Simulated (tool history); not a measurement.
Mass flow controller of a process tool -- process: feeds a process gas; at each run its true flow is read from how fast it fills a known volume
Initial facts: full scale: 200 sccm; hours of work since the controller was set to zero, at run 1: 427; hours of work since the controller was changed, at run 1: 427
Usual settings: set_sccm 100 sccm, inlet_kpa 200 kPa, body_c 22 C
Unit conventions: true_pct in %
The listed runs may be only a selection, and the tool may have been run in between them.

run	hour	set_sccm	inlet_kpa	body_c	hours of work since the controller was set to zero	hours of work since the controller was changed	true_pct
1	0	100	200	22	427	427	98.49
2	107.3	100	200	37	510	510	98.03
3	168.5	100	200	37	558	558	97.87
4	272.8	100	200	37	639	639	98.04
5	340.8	100	200	22	692	692	98.53
6	469.7	100	200	22	793	793	98.71
7	538.6	100	200	22	846	846	98.66
8	592.1	100	200	22	888	888	98.67
9	647.4	100	200	22	931	931	98.62
10	739.6	100	200	22	1003	1003	98.66
11	850.2	86	200	22	1089	1089	98.5
12	942.7	86	200	22	1161	1161	98.45
13	1029.2	86	200	22	1229	1229	98.53
14	1108.3	86	200	22	1290	1290	98.53
15	1183	86	200	22	1348	1348	98.42
16	1273.8	100	180	22	1419	1419	98.7
17	1358.1	100	180	22	1485	1485	98.75
18	1449.3	22	245	22	1556	1556	96.58
19	1514.4	55	245	31	1607	1607	97.53
20	1576	95	248	21	1655	1655	98.73
21	1657.3	72	151	21	1718	1718	98.23
22	1753.5	100	235	22	1793	1793	98.84
23	1815.1	137	272	38	1841	1841	98.75
24	1929.2	109	217	28	1930	1930	98.86
25	2025.3	47	156	24	2005	2005	97.53
26	2114.4	47	156	26	2074	2074	97.47
27	2172.3	47	156	28	2119	2119	97.45
28	2231.2	25	230	28	2165	2165	96.35
29	2314.3	25	230	39	2230	2230	95.74
30	2428.3	100	149	26	2319	2319	98.84
31	2480.2	100	149	26	2359	2359	98.82
32	2582.9	82	189	22	2439	2439	98.69

How would selected steps in true_pct from run to run divide? Give the signed amount a tool lacking its hidden state would still show from settings, what came in and random variation, and the signed amount left for the hidden state, including any gauge scatter that is not in both of the compared results.
What the log doesn't record here: flow at rest that the sensor doesn't see, % of full scale; true flow over the shown one, %; drift of the gauge itself on true_pct, %.
Run 17 -> 18: set_sccm 100 -> 22, inlet_kpa 180 -> 245. true_pct -2.17 %: hidden state -1.22, all else -0.95.
Run 18 -> 19: set_sccm 22 -> 55, body_c 22 -> 31. true_pct +0.95 %: hidden state +0.95, all else +0.
Run 24 -> 25: set_sccm 109 -> 47, inlet_kpa 217 -> 156, body_c 28 -> 24. true_pct -1.33 %: hidden state -0.51, all else -0.82.
Run 29 -> 30: set_sccm 25 -> 100, inlet_kpa 230 -> 149, body_c 39 -> 26. true_pct +3.1 %: hidden state +1.48, all else +1.62.
